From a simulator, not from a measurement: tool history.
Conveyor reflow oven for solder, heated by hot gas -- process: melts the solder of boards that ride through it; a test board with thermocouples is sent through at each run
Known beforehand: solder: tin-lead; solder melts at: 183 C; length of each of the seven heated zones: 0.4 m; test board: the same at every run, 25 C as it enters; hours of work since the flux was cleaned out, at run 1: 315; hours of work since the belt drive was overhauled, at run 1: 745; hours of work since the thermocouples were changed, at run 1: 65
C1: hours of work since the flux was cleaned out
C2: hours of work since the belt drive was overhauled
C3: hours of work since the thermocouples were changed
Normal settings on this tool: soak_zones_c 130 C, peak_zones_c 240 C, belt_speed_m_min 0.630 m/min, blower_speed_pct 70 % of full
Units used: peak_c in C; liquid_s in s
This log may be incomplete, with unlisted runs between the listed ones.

run 1 hour=0.0 | soak_zones_c=130 peak_zones_c=240 belt_speed_m_min=0.630 blower_speed_pct=70 | C1=315 C2=745 C3=65 | peak_c=218.9 liquid_s=54.8
run 2 hour=36.9 | soak_zones_c=130 peak_zones_c=240 belt_speed_m_min=0.630 blower_speed_pct=70 | C1=338 C2=769 C3=89 | peak_c=219.2 liquid_s=55.1
-- hour=60.1 belt drive overhauled, speed set with a stopwatch
run 3 hour=70.7 | soak_zones_c=130 peak_zones_c=240 belt_speed_m_min=0.630 blower_speed_pct=70 | C1=358 C2=7 C3=108 | peak_c=218.6 liquid_s=55.3
-- hour=114.7 flux residue cleaned out of gas plates and filters
run 4 hour=116.5 | soak_zones_c=130 peak_zones_c=240 belt_speed_m_min=0.630 blower_speed_pct=70 | C1=1 C2=33 C3=135 | peak_c=218.9 liquid_s=55.5
run 5 hour=135.4 | soak_zones_c=132 peak_zones_c=240 belt_speed_m_min=0.630 blower_speed_pct=70 | C1=13 C2=45 C3=147 | peak_c=219.4 liquid_s=56.4
run 6 hour=174.0 | soak_zones_c=130 peak_zones_c=240 belt_speed_m_min=0.630 blower_speed_pct=70 | C1=38 C2=70 C3=172 | peak_c=218.5 liquid_s=55.1
run 7 hour=198.4 | soak_zones_c=130 peak_zones_c=240 belt_speed_m_min=0.630 blower_speed_pct=70 | C1=54 C2=86 C3=188 | peak_c=219.0 liquid_s=55.3
run 8 hour=237.6 | soak_zones_c=130 peak_zones_c=240 belt_speed_m_min=0.630 blower_speed_pct=70 | C1=79 C2=111 C3=213 | peak_c=218.9 liquid_s=54.6
run 9 hour=280.3 | soak_zones_c=130 peak_zones_c=240 belt_speed_m_min=0.630 blower_speed_pct=58 | C1=107 C2=139 C3=240 | peak_c=216.1 liquid_s=52.4
run 10 hour=302.5 | soak_zones_c=130 peak_zones_c=240 belt_speed_m_min=0.630 blower_speed_pct=58 | C1=121 C2=153 C3=255 | peak_c=216.2 liquid_s=52.7
run 11 hour=339.6 | soak_zones_c=130 peak_zones_c=240 belt_speed_m_min=0.630 blower_speed_pct=82 | C1=145 C2=177 C3=279 | peak_c=220.7 liquid_s=56.9
run 12 hour=365.0 | soak_zones_c=130 peak_zones_c=240 belt_speed_m_min=0.630 blower_speed_pct=82 | C1=162 C2=194 C3=295 | peak_c=220.7 liquid_s=56.9
run 13 hour=395.5 | soak_zones_c=130 peak_zones_c=240 belt_speed_m_min=0.630 blower_speed_pct=82 | C1=181 C2=213 C3=315 | peak_c=221.2 liquid_s=56.9
run 14 hour=418.1 | soak_zones_c=139 peak_zones_c=240 belt_speed_m_min=0.630 blower_speed_pct=70 | C1=196 C2=228 C3=329 | peak_c=220.6 liquid_s=59.2
run 15 hour=457.3 | soak_zones_c=130 peak_zones_c=248 belt_speed_m_min=0.630 blower_speed_pct=70 | C1=221 C2=253 C3=355 | peak_c=225.3 liquid_s=59.9
run 16 hour=486.8 | soak_zones_c=143 peak_zones_c=240 belt_speed_m_min=0.630 blower_speed_pct=84 | C1=240 C2=272 C3=374 | peak_c=224.0 liquid_s=63.5
run 17 hour=515.7 | soak_zones_c=124 peak_zones_c=236 belt_speed_m_min=0.610 blower_speed_pct=67 | C1=259 C2=291 C3=393 | peak_c=214.6 liquid_s=51.8
run 18 hour=559.0 | soak_zones_c=130 peak_zones_c=247 belt_speed_m_min=0.630 blower_speed_pct=70 | C1=287 C2=319 C3=420 | peak_c=224.8 liquid_s=59.2
run 19 hour=605.0 | soak_zones_c=130 peak_zones_c=240 belt_speed_m_min=0.668 blower_speed_pct=70 | C1=317 C2=349 C3=450 | peak_c=216.5 liquid_s=49.9
run 20 hour=635.6 | soak_zones_c=130 peak_zones_c=250 belt_speed_m_min=0.572 blower_speed_pct=70 | C1=336 C2=368 C3=470 | peak_c=231.2 liquid_s=70.3

Run 21 comes next. What will it give?
run 21 hour=661.3 | soak_zones_c=130 peak_zones_c=250 belt_speed_m_min=0.572 blower_speed_pct=70 | C1=353 C2=385 C3=487 | peak_c=? liquid_s=?

Run 21 came out at peak_c 231.0 C, liquid_s 69.6 s.
Minus the tool's unlogged condition, the same run would have read peak_c 231.1 C, liquid_s 69.6 s.

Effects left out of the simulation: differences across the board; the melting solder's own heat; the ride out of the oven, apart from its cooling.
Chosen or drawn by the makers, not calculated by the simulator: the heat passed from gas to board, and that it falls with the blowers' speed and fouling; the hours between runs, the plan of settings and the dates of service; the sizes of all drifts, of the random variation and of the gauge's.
